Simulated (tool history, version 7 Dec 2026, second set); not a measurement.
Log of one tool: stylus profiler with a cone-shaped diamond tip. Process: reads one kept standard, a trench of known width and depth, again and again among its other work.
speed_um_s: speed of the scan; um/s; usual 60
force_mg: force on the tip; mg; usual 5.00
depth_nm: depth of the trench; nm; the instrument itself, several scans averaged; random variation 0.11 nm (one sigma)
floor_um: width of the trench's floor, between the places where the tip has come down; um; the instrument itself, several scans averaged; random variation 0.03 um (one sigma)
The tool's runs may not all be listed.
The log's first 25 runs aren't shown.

| run | hour | speed_um_s | force_mg | scans with this tip | hours of work since the height scale was calibrated | depth_nm | floor_um |
|---|---|---|---|---|---|---|---|
| 26 | 2025.2 | 41 | 10.80 | 21043 | 2107 | 203.92 | 27.13 |
| 27 | 2092.7 | 59 | 2.93 | 21395 | 2143 | 201.74 | 27.00 |
| 28 | 2163.1 | 79 | 2.13 | 21764 | 2180 | 201.32 | 26.87 |
| 29 | 2286.5 | 60 | 7.34 | 22409 | 2244 | 202.89 | 27.06 |
| 30 | 2372.2 | 30 | 2.64 | 22857 | 2289 | 201.50 | 27.05 |
| 31 | 2425.4 | 85 | 3.39 | 23135 | 2317 | 201.72 | 26.91 |
| 32 | 2481.6 | 25 | 3.59 | 23428 | 2346 | 202.07 | 27.10 |
| 33 | 2600.2 | 204 | 1.93 | 24048 | 2408 | 201.15 | 26.34 |
|  | 2612.4 | height scale calibrated on a step standard |
| 34 | 2699.5 | 78 | 5.00 | 24565 | 46 | 202.49 | 27.00 |
| 35 | 2825.1 | 66 | 8.08 | 25221 | 111 | 203.18 | 27.09 |
| 36 | 2879.9 | 66 | 8.08 | 25508 | 140 | 203.40 | 27.10 |
| 37 | 2982.1 | 66 | 8.08 | 26043 | 194 | 203.04 | 26.99 |

Forecast each of these 5 alternatives for the next run:
| A | 3096.7 | 16 | 1.69 | 26642 | 254 | ? | ? |
| B | 3096.7 | 87 | 9.33 | 26642 | 254 | ? | ? |
| C | 3096.7 | 85 | 6.06 | 26642 | 254 | ? | ? |
| D | 3096.7 | 60 | 4.56 | 26642 | 254 | ? | ? |
| E | 3096.7 | 60 | 4.57 | 26642 | 254 | ? | ? |

| run | depth_nm | floor_um |
|---|---|---|
| A | 200.97 | 27.10 |
| B | 203.49 | 27.08 |
| C | 202.38 | 27.01 |
| D | 202.09 | 27.01 |
| E | 202.02 | 27.04 |
Without the tool's hidden state the same runs would have given:
| run | depth_nm | floor_um |
|---|---|---|
| A | 200.97 | 27.13 |
| B | 203.49 | 27.10 |
| C | 202.38 | 27.04 |
| D | 202.09 | 27.04 |
| E | 202.02 | 27.07 |

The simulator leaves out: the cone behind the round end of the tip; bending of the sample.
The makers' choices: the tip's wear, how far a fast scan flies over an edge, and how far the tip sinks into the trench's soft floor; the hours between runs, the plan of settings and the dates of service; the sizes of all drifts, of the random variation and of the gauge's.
